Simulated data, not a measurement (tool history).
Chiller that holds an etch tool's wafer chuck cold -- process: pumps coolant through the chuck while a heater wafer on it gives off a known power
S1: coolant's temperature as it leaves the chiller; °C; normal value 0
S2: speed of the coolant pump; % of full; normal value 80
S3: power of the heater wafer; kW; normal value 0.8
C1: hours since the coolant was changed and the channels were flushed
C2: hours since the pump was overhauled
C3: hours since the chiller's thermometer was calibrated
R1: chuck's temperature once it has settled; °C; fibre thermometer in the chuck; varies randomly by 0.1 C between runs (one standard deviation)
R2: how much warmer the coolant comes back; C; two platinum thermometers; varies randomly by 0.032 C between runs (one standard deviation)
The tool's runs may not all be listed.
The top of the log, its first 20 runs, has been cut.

Run 21, hour 435: usual settings; C1 1890; C2 1489; C3 1628. Result: R1 8.1 °C, R2 3.76 C.
Run 22, hour 458.5: usual settings; C1 1914; C2 1513; C3 1652. Result: R1 8.1 °C, R2 3.8 C.
Run 23, hour 484.1: usual settings but S1 -8 °C; C1 1939; C2 1538; C3 1677. Result: R1 0 °C, R2 3.87 C.
Run 24, hour 502.8: usual settings but S1 -8 °C; C1 1958; C2 1557; C3 1696. Result: R1 0.2 °C, R2 3.83 C.
Run 25, hour 534.7: usual settings but S1 -1 °C, S2 86 % of full, S3 0.787 kW; C1 1990; C2 1589; C3 1728. Result: R1 6.5 °C, R2 3.52 C.
Run 26, hour 553.4: usual settings but S1 -1 °C, S2 99 % of full, S3 0.449 kW; C1 2009; C2 1608; C3 1747. Result: R1 2.8 °C, R2 1.74 C.
Run 27, hour 573.8: usual settings but S1 -9 °C, S2 61 % of full; C1 2029; C2 1628; C3 1767. Result: R1 1.5 °C, R2 5.11 C.
Run 28, hour 596: usual settings but S1 -9 °C, S2 61 % of full; C1 2051; C2 1650; C3 1789. Result: R1 1.5 °C, R2 5.05 C.
Run 29, hour 627.1: usual settings but S1 -9 °C, S2 61 % of full; C1 2082; C2 1681; C3 1821. Result: R1 1.5 °C, R2 5.09 C.
Run 30, hour 644.9: usual settings but S1 -9 °C, S2 61 % of full; C1 2100; C2 1699; C3 1838. Result: R1 1.6 °C, R2 5.16 C.
Run 31, hour 672.4: usual settings but S1 -9 °C, S2 61 % of full; C1 2128; C2 1727; C3 1866. Result: R1 1.5 °C, R2 5.11 C.

What if the next run were any one of these 4? Each begins from the tool's condition after run 31:
Run A, hour 696.4: usual settings but S1 -8 °C, S2 77 % of full, S3 0.794 kW; C1 2152; C2 1751; C3 1890. Result: R1 ?, R2 ?.
Run B, hour 696.4: usual settings but S1 8 °C, S3 0.939 kW; C1 2152; C2 1751; C3 1890. Result: R1 ?, R2 ?.
Run C, hour 696.4: usual settings but S1 -1 °C, S2 92 % of full, S3 0.523 kW; C1 2152; C2 1751; C3 1890. Result: R1 ?, R2 ?.
Run D, hour 696.4: usual settings but S1 -1 °C, S2 77 % of full, S3 1.044 kW; C1 2152; C2 1751; C3 1890. Result: R1 ?, R2 ?.

run    R1    R2
  A   0.4  4.04
  B  17.6  4.53
  C   3.8  2.12
  D    10  5.19
With no hidden state in the tool, these same runs would have given:
run    R1    R2
  A  -0.6  3.82
  B  16.5  4.27
  C   3.2     2
  D   8.7  4.89
